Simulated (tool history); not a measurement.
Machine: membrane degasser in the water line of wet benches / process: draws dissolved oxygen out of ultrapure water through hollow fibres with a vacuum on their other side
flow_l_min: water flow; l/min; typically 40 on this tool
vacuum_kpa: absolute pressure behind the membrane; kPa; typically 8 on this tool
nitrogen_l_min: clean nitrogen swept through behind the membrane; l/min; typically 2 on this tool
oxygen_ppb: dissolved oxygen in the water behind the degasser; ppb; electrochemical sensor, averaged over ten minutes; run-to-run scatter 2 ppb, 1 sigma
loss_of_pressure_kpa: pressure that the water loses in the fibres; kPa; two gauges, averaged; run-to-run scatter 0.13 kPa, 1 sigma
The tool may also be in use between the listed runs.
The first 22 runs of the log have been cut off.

run 23 hour=1993.2 | flow_l_min=39 vacuum_kpa=5.58 nitrogen_l_min=2.77 | oxygen_ppb=193 loss_of_pressure_kpa=43.34
run 24 hour=2109.1 | flow_l_min=39 vacuum_kpa=5.58 nitrogen_l_min=2.77 | oxygen_ppb=194.3 loss_of_pressure_kpa=43.35
run 25 hour=2240.2 | flow_l_min=40 vacuum_kpa=9.34 nitrogen_l_min=1.52 | oxygen_ppb=457.2 loss_of_pressure_kpa=44.25
run 26 hour=2347.6 | flow_l_min=25 vacuum_kpa=7.6 nitrogen_l_min=1.11 | oxygen_ppb=243.6 loss_of_pressure_kpa=27.96
run 27 hour=2447.4 | flow_l_min=36 vacuum_kpa=9.15 nitrogen_l_min=3.36 | oxygen_ppb=240 loss_of_pressure_kpa=40.02
run 28 hour=2531.4 | flow_l_min=40 vacuum_kpa=8 nitrogen_l_min=1.86 | oxygen_ppb=348.9 loss_of_pressure_kpa=44.59
run 29 hour=2614.2 | flow_l_min=38 vacuum_kpa=9.11 nitrogen_l_min=0.85 | oxygen_ppb=588.6 loss_of_pressure_kpa=42.22
run 30 hour=2707.9 | flow_l_min=38 vacuum_kpa=9.11 nitrogen_l_min=0.85 | oxygen_ppb=599.3 loss_of_pressure_kpa=42.15
run 31 hour=2789.3 | flow_l_min=38 vacuum_kpa=9.11 nitrogen_l_min=0.85 | oxygen_ppb=603.6 loss_of_pressure_kpa=42.3
run 32 hour=2891 | flow_l_min=40 vacuum_kpa=8.45 nitrogen_l_min=3.49 | oxygen_ppb=263.5 loss_of_pressure_kpa=44.72
run 33 hour=2991.8 | flow_l_min=40 vacuum_kpa=8 nitrogen_l_min=3.11 | oxygen_ppb=265.3 loss_of_pressure_kpa=44.23

3 options for the next run, each taken on its own from the tool as it stands now. Forecast them:
run A hour=3053.5 | flow_l_min=36 vacuum_kpa=8 nitrogen_l_min=1.87 | oxygen_ppb=? loss_of_pressure_kpa=?
run B hour=3053.5 | flow_l_min=40 vacuum_kpa=8 nitrogen_l_min=0.86 | oxygen_ppb=? loss_of_pressure_kpa=?
run C hour=3053.5 | flow_l_min=45 vacuum_kpa=15.57 nitrogen_l_min=1.65 | oxygen_ppb=? loss_of_pressure_kpa=?

run=A oxygen_ppb=296.1 loss_of_pressure_kpa=39.98
run=B oxygen_ppb=541.9 loss_of_pressure_kpa=44.71
run=C oxygen_ppb=831.1 loss_of_pressure_kpa=50.1
With the hidden condition removed and each run's random variation left untouched, the same runs would have given:
run=A oxygen_ppb=283.1 loss_of_pressure_kpa=39.18
run=B oxygen_ppb=523.1 loss_of_pressure_kpa=43.82
run=C oxygen_ppb=812.9 loss_of_pressure_kpa=49.11

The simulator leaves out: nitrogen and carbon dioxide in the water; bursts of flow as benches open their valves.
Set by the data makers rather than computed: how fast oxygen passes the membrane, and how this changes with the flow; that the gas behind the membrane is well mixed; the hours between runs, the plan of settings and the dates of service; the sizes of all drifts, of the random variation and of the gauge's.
